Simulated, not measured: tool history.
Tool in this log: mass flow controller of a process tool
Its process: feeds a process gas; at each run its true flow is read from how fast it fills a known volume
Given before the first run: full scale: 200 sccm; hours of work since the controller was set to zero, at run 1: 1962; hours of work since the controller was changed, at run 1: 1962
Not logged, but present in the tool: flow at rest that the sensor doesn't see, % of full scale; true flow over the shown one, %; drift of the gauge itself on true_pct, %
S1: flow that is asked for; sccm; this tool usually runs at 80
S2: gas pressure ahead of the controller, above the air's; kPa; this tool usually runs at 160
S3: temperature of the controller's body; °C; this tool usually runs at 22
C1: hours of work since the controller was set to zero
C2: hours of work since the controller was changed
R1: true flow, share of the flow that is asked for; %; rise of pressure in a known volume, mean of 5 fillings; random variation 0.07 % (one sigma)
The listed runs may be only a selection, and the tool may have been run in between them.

run	hour	S1	S2	S3	C1	C2	R1
1	0	80	160	22	1962	1962	99.74
2	260.1	80	160	22	2102	2102	99.67
3	475.9	80	160	22	2218	2218	99.68
4	788	80	160	22	2386	2386	99.72
5	1059.5	80	160	22	2532	2532	99.98
6	1389.8	80	160	22	2709	2709	100.14
7	1699.7	80	160	22	2876	2876	100.12
8	1981	80	160	22	3027	3027	100.39
9	2166.3	80	160	22	3126	3126	100.19
10	2377.4	80	160	22	3240	3240	100.35
11	2678	80	160	22	3401	3401	100.52
12	2888.4	80	160	22	3514	3514	100.66
13	3167.2	56	160	22	3664	3664	101.12
14	3414.9	56	160	22	3797	3797	101.11
15	3716.1	56	160	22	3959	3959	101.32
16	4026.8	56	160	22	4126	4126	101.41
17	4258	80	160	22	4250	4250	101
18	4584.7	80	146	22	4426	4426	101.28
19	4781.7	170	146	22	4532	4532	101.58
20	5101.8	80	160	22	4704	4704	101.37
21	5334.9	80	160	32	4829	4829	101.87
22	5511.2	181	272	26	4924	4924	101.34
23	5801.4	181	272	26	5080	5080	101.26
24	6009.6	181	272	26	5192	5192	101.37
25	6248.8	181	272	26	5320	5320	101.44
26	6438.8	181	262	22	5422	5422	101.33
27	6652.8	24	257	30	5537	5537	107.49
28	6974.4	28	147	34	5710	5710	107.25
29	7141.6	76	159	23	5800	5800	102.07
30	7308.3	107	279	22	5889	5889	101.17
31	7574.2	116	160	22	6032	6032	101.7
32	7730.8	60	160	34	6116	6116	103.47
33	8074.4	169	274	34	6301	6301	102.03
34	8259.9	169	274	34	6401	6401	102.08
35	8585.2	169	274	34	6575	6575	102.1
36	8766.9	80	221	22	6673	6673	102.09
# hour 8951: controller's zero set anew
37	9047	80	221	22	52	6823	98.72
38	9288.1	43	204	34	181	6953	99.05
39	9586.4	43	217	34	341	7113	99.28
40	9844.7	80	165	28	480	7252	99.64
41	10107.8	80	165	28	622	7393	99.79

Consider 5 possible next runs. They are alternatives, not a sequence: every one starts from the tool as it was left by run 41. What does each give?
A	10394.4	155	160	21	776	7547	?
B	10394.4	80	159	22	776	7547	?
C	10394.4	80	268	28	776	7547	?
D	10394.4	197	277	34	776	7547	?
E	10394.4	80	150	21	776	7547	?

run	R1
A	100.52
B	99.6
C	99.26
D	101.18
E	99.53
Take away the tool's hidden state, keep each run's random variation, and the runs would have read:
run	R1
A	99.22
B	98.08
C	97.74
D	99.92
E	98

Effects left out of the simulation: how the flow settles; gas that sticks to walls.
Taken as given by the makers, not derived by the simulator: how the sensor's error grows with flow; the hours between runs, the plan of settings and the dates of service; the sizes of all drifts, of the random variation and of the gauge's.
